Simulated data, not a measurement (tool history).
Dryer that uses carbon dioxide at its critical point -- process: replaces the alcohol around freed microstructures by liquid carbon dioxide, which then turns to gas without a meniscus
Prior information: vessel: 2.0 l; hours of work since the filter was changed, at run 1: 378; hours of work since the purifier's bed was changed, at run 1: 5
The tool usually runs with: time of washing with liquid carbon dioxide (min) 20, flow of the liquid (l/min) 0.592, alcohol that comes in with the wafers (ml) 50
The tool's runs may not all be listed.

run   hour  time of washing with liquid carbon dioxide (min)  flow of the liquid (l/min)  alcohol that comes in with the wafers (ml)  hours of work since the filter was changed  hours of work since the purifier's bed was changed  alcohol left in the vessel before it's heated (ppm by volume)
  1      0                                                20                       0.592                                          50                                         378                                                   5                                                            186
  2   13.1                                                20                       0.592                                          50                                         382                                                   9                                                            200
  3   23.6                                                20                       0.592                                          50                                         385                                                  13                                                            190
  4   40.1                                                20                       0.592                                          50                                         390                                                  18                                                            194
  5   53.6                                                20                       0.683                                          50                                         394                                                  22                                                             87
  6   74.2                                                20                       0.972                                          50                                         400                                                  28                                                             12
  7   85.1                                                16                       0.592                                          50                                         404                                                  31                                                            519
  8  100.7                                                24                       0.762                                          93                                         408                                                  36                                                             44
  9  110.5                                                12                       0.959                                          50                                         411                                                  39                                                            230
 10  126.2                                                28                       0.525                                          58                                         416                                                  44                                                             79
 11  136.4                                                28                       0.525                                          58                                         419                                                  47                                                             95

Predict each of these 3 candidate next runs independently; none follows another, all start after run 11:
  A  150.2                                                29                       0.592                                          32                                         423                                                  51                                                              ?
  B  150.2                                                28                       0.794                                          39                                         423                                                  51                                                              ?
  C  150.2                                                28                       0.525                                          63                                         423                                                  51                                                              ?

run  alcohol left in the vessel before it's heated (ppm by volume)
  A                                                             30
  B                                                             19
  C                                                             86
What these runs would have given with no unlogged condition in the tool:
run  alcohol left in the vessel before it's heated (ppm by volume)
  A                                                             10
  B                                                              7
  C                                                             31

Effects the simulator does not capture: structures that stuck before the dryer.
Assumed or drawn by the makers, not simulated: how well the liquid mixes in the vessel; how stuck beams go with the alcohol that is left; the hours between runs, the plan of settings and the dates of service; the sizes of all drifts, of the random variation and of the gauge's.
